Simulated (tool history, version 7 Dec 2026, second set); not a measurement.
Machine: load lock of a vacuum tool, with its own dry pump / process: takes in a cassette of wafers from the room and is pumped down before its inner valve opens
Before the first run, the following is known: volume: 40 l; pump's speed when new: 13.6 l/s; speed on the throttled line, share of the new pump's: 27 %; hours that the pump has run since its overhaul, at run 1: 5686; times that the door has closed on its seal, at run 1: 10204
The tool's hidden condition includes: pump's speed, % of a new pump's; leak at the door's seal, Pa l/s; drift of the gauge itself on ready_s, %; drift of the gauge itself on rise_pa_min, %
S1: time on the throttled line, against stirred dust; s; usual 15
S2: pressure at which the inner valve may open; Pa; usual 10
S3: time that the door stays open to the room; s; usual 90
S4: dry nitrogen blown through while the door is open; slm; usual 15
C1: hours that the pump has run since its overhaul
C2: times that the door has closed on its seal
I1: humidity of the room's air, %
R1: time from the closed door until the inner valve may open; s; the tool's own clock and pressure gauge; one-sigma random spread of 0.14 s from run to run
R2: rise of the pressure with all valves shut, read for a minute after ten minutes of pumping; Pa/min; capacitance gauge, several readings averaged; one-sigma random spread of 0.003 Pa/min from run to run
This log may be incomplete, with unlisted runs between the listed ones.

{"run": 1, "hour": 0.0, "S1": 15, "S2": 10, "S3": 90, "S4": 15, "C1": 5686, "C2": 10204, "I1": 42.6, "R1": 39, "R2": 0.058}
{"run": 2, "hour": 218.0, "S1": 15, "S2": 10, "S3": 90, "S4": 15, "C1": 5904, "C2": 10735, "I1": 44.9, "R1": 39.2, "R2": 0.062}
{"run": 3, "hour": 486.9, "S1": 15, "S2": 10, "S3": 90, "S4": 15, "C1": 6173, "C2": 11390, "I1": 43.6, "R1": 39, "R2": 0.062}
{"run": 4, "hour": 777.2, "S1": 15, "S2": 10, "S3": 90, "S4": 15, "C1": 6463, "C2": 12097, "I1": 43.4, "R1": 38.8, "R2": 0.065}
{"run": 5, "hour": 977.9, "S1": 15, "S2": 10, "S3": 90, "S4": 15, "C1": 6664, "C2": 12585, "I1": 44, "R1": 39.2, "R2": 0.069}
{"run": 6, "hour": 1231.4, "S1": 15, "S2": 10, "S3": 90, "S4": 15, "C1": 6918, "C2": 13203, "I1": 42.9, "R1": 39.2, "R2": 0.065}
{"run": 7, "hour": 1564.3, "S1": 15, "S2": 15, "S3": 90, "S4": 15, "C1": 7250, "C2": 14013, "I1": 43.1, "R1": 37.9, "R2": 0.069}
{"run": 8, "hour": 1855.2, "S1": 15, "S2": 15, "S3": 90, "S4": 15, "C1": 7541, "C2": 14721, "I1": 44.7, "R1": 38.2, "R2": 0.071}
{"run": 9, "hour": 2089.0, "S1": 15, "S2": 15, "S3": 90, "S4": 15, "C1": 7775, "C2": 15291, "I1": 45.6, "R1": 38.3, "R2": 0.079}
{"run": 10, "hour": 2269.9, "S1": 15, "S2": 11, "S3": 90, "S4": 15, "C1": 7956, "C2": 15731, "I1": 46.3, "R1": 39.1, "R2": 0.073}
{"run": 11, "hour": 2521.1, "S1": 15, "S2": 11, "S3": 90, "S4": 15, "C1": 8207, "C2": 16343, "I1": 46.3, "R1": 39.1, "R2": 0.078}
{"run": 12, "hour": 2858.8, "S1": 15, "S2": 11, "S3": 90, "S4": 15, "C1": 8545, "C2": 17165, "I1": 44.3, "R1": 39.1, "R2": 0.074}
{"run": 13, "hour": 3032.4, "S1": 15, "S2": 11, "S3": 90, "S4": 15, "C1": 8719, "C2": 17588, "I1": 49.2, "R1": 39, "R2": 0.085}
{"run": 14, "hour": 3195.5, "S1": 15, "S2": 11, "S3": 90, "S4": 15, "C1": 8882, "C2": 17985, "I1": 46.9, "R1": 39.2, "R2": 0.081}
{"run": 15, "hour": 3392.4, "S1": 15, "S2": 11, "S3": 90, "S4": 15, "C1": 9079, "C2": 18464, "I1": 45, "R1": 39.2, "R2": 0.076}
{"run": 16, "hour": 3612.4, "S1": 15, "S2": 10, "S3": 90, "S4": 15, "C1": 9299, "C2": 19000, "I1": 44, "R1": 39.8, "R2": 0.078}
{"run": 17, "hour": 3829.3, "S1": 15, "S2": 10, "S3": 90, "S4": 15, "C1": 9515, "C2": 19528, "I1": 47.5, "R1": 39.6, "R2": 0.086}
{"run": 18, "hour": 4028.2, "S1": 15, "S2": 10, "S3": 90, "S4": 11, "C1": 9714, "C2": 20012, "I1": 45.6, "R1": 39.7, "R2": 0.088}
{"run": 19, "hour": 4347.9, "S1": 12, "S2": 10, "S3": 90, "S4": 15, "C1": 10034, "C2": 20791, "I1": 44, "R1": 37.5, "R2": 0.084}
{"run": 20, "hour": 4494.6, "S1": 16, "S2": 9, "S3": 126, "S4": 36, "C1": 10181, "C2": 21148, "I1": 47.6, "R1": 40.9, "R2": 0.08}
{"run": 21, "hour": 4852.0, "S1": 20, "S2": 9, "S3": 236, "S4": 36, "C1": 10538, "C2": 22018, "I1": 45.3, "R1": 43.7, "R2": 0.087}
{"run": 22, "hour": 5021.6, "S1": 20, "S2": 15, "S3": 236, "S4": 5, "C1": 10708, "C2": 22431, "I1": 41.1, "R1": 42, "R2": 0.136}
{"run": 23, "hour": 5241.8, "S1": 14, "S2": 15, "S3": 236, "S4": 5, "C1": 10928, "C2": 22967, "I1": 48.4, "R1": 37.9, "R2": 0.155}
{"run": 24, "hour": 5588.8, "S1": 14, "S2": 15, "S3": 236, "S4": 5, "C1": 11275, "C2": 23812, "I1": 50, "R1": 37.8, "R2": 0.157}
{"run": 25, "hour": 5808.3, "S1": 29, "S2": 10, "S3": 90, "S4": 15, "C1": 11494, "C2": 24346, "I1": 45.4, "R1": 49.7, "R2": 0.094}
{"run": 26, "hour": 6091.4, "S1": 29, "S2": 10, "S3": 90, "S4": 15, "C1": 11778, "C2": 25036, "I1": 50.6, "R1": 50, "R2": 0.1}
{"run": 27, "hour": 6380.8, "S1": 15, "S2": 17, "S3": 148, "S4": 15, "C1": 12067, "C2": 25740, "I1": 44.8, "R1": 38.3, "R2": 0.103}
{"run": 28, "hour": 6581.9, "S1": 17, "S2": 7, "S3": 85, "S4": 12, "C1": 12268, "C2": 26230, "I1": 42.7, "R1": 42.6, "R2": 0.099}
{"run": 29, "hour": 6780.1, "S1": 17, "S2": 7, "S3": 85, "S4": 12, "C1": 12466, "C2": 26712, "I1": 44, "R1": 42.8, "R2": 0.103}
{"run": 30, "hour": 7112.3, "S1": 17, "S2": 7, "S3": 85, "S4": 12, "C1": 12798, "C2": 27521, "I1": 45.6, "R1": 42.6, "R2": 0.102}
{"run": 31, "hour": 7460.8, "S1": 15, "S2": 10, "S3": 106, "S4": 4, "C1": 13147, "C2": 28370, "I1": 43.6, "R1": 40.1, "R2": 0.126}
{"run": 32, "hour": 7731.1, "S1": 9, "S2": 11, "S3": 35, "S4": 15, "C1": 13417, "C2": 29028, "I1": 42.4, "R1": 35.7, "R2": 0.09}
{"run": 33, "hour": 7971.2, "S1": 26, "S2": 8, "S3": 142, "S4": 28, "C1": 13657, "C2": 29613, "I1": 45, "R1": 48.6, "R2": 0.11}
{"run": 34, "hour": 8316.7, "S1": 26, "S2": 8, "S3": 142, "S4": 28, "C1": 14003, "C2": 30454, "I1": 43.5, "R1": 49, "R2": 0.108}
{"run": 35, "hour": 8528.5, "S1": 10, "S2": 10, "S3": 90, "S4": 15, "C1": 14215, "C2": 30969, "I1": 46.2, "R1": 37, "R2": 0.115}
{"run": 36, "hour": 8847.1, "S1": 15, "S2": 12, "S3": 90, "S4": 7, "C1": 14533, "C2": 31745, "I1": 50.1, "R1": 39.7, "R2": 0.132}

For each run, the measured value with the value that run would have given without the tool's hidden condition subtracted. The run-to-run variation is shared by both, the gauge scatter possibly not:
run=1 R1=+0.7 R2=+0.016
run=2 R1=+0.8 R2=+0.016
run=3 R1=+0.8 R2=+0.017
run=4 R1=+0.9 R2=+0.02
run=5 R1=+1 R2=+0.02
run=6 R1=+1 R2=+0.021
run=7 R1=+0.9 R2=+0.023
run=8 R1=+1 R2=+0.024
run=9 R1=+1.1 R2=+0.025
run=10 R1=+1 R2=+0.027
run=11 R1=+1.1 R2=+0.027
run=12 R1=+1.2 R2=+0.029
run=13 R1=+1.2 R2=+0.031
run=14 R1=+1.2 R2=+0.032
run=15 R1=+1.3 R2=+0.033
run=16 R1=+1.3 R2=+0.034
run=17 R1=+1.3 R2=+0.036
run=18 R1=+1.4 R2=+0.037
run=19 R1=+1.5 R2=+0.039
run=20 R1=+1.4 R2=+0.04
run=21 R1=+1.4 R2=+0.042
run=22 R1=+1.4 R2=+0.043
run=23 R1=+1.5 R2=+0.044
run=24 R1=+1.5 R2=+0.046
run=25 R1=+1.3 R2=+0.048
run=26 R1=+1.4 R2=+0.05
run=27 R1=+1.6 R2=+0.053
run=28 R1=+1.8 R2=+0.053
run=29 R1=+1.8 R2=+0.055
run=30 R1=+1.9 R2=+0.057
run=31 R1=+1.9 R2=+0.059
run=32 R1=+2.1 R2=+0.061
run=33 R1=+1.8 R2=+0.062
run=34 R1=+1.9 R2=+0.066
run=35 R1=+2.2 R2=+0.067
run=36 R1=+2.1 R2=+0.068

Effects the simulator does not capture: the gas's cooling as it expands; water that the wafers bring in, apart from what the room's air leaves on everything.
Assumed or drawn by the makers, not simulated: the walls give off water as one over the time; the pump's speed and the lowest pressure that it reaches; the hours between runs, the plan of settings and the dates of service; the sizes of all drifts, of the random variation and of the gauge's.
